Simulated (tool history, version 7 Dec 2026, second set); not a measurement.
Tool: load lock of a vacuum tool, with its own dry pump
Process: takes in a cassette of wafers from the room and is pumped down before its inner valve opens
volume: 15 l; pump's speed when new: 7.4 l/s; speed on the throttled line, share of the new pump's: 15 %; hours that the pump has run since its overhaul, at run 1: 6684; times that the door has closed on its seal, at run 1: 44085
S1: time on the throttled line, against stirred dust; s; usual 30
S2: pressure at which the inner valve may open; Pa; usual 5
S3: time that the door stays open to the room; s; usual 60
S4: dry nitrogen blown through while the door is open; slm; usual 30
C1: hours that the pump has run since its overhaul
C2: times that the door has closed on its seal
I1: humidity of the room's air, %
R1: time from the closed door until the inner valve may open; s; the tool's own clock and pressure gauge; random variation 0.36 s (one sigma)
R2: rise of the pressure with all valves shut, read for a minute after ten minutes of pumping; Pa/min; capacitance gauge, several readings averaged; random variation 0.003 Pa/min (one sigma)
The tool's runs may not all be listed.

| run | hour | S1 | S2 | S3 | S4 | C1 | C2 | I1 | R1 | R2 |
|---|---|---|---|---|---|---|---|---|---|---|
| 1 | 0.0 | 30 | 5 | 60 | 30 | 6684 | 44085 | 39.9 | 47.1 | 0.104 |
| 2 | 152.7 | 30 | 5 | 60 | 30 | 6836 | 44721 | 39.4 | 47.6 | 0.117 |
| 3 | 239.2 | 30 | 6 | 60 | 30 | 6923 | 45082 | 47.9 | 46.2 | 0.120 |
| 4 | 328.7 | 30 | 6 | 60 | 30 | 7012 | 45454 | 42.4 | 46.5 | 0.116 |
| 5 | 479.4 | 30 | 6 | 60 | 30 | 7163 | 46082 | 43.7 | 46.1 | 0.120 |
| 6 | 573.9 | 30 | 6 | 60 | 30 | 7257 | 46476 | 45.6 | 46.8 | 0.121 |
| 7 | 724.7 | 30 | 7 | 60 | 30 | 7408 | 47104 | 44.7 | 47.1 | 0.127 |
| 8 | 827.8 | 30 | 5 | 210 | 30 | 7511 | 47533 | 43.3 | 47.5 | 0.149 |
| 9 | 991.6 | 30 | 5 | 210 | 30 | 7675 | 48215 | 47.4 | 46.8 | 0.152 |
| 10 | 1132.3 | 30 | 5 | 210 | 30 | 7816 | 48802 | 43.9 | 47.1 | 0.150 |
| 11 | 1296.1 | 30 | 5 | 26 | 30 | 7980 | 49484 | 44.9 | 47.1 | 0.114 |
| 12 | 1453.3 | 30 | 5 | 32 | 30 | 8137 | 50138 | 42.9 | 47.6 | 0.121 |
| 13 | 1585.6 | 30 | 5 | 32 | 30 | 8269 | 50690 | 41.5 | 47.0 | 0.122 |
| 14 | 1721.0 | 30 | 5 | 60 | 30 | 8405 | 51253 | 47.2 | 47.4 | 0.137 |
| 15 | 1873.8 | 30 | 5 | 60 | 30 | 8557 | 51890 | 48.4 | 46.9 | 0.141 |
| 16 | 2026.2 | 30 | 5 | 60 | 30 | 8710 | 52525 | 47.6 | 47.6 | 0.138 |
| 17 | 2096.8 | 30 | 5 | 60 | 30 | 8780 | 52819 | 47.3 | 46.8 | 0.140 |
| 18 | 2266.3 | 30 | 5 | 60 | 30 | 8950 | 53525 | 43.9 | 47.7 | 0.144 |
| 19 | 2364.8 | 30 | 5 | 60 | 30 | 9048 | 53935 | 44.3 | 47.8 | 0.141 |
| 20 | 2457.6 | 30 | 5 | 60 | 30 | 9141 | 54322 | 40.3 | 47.8 | 0.133 |
| 21 | 2627.8 | 30 | 5 | 60 | 30 | 9311 | 55030 | 43.8 | 47.5 | 0.143 |
| 22 | 2757.2 | 30 | 5 | 60 | 30 | 9441 | 55570 | 42.9 | 47.2 | 0.145 |

Forecast run 23:
| 23 | 2839.2 | 37 | 9 | 76 | 4 | 9523 | 55911 | 41.0 | ? | ? |

{"run 23": {"R1": 52.3, "R2": 0.165}}
Without the tool's hidden state the same run would have given R1 50.8 s, R2 0.066 Pa/min.

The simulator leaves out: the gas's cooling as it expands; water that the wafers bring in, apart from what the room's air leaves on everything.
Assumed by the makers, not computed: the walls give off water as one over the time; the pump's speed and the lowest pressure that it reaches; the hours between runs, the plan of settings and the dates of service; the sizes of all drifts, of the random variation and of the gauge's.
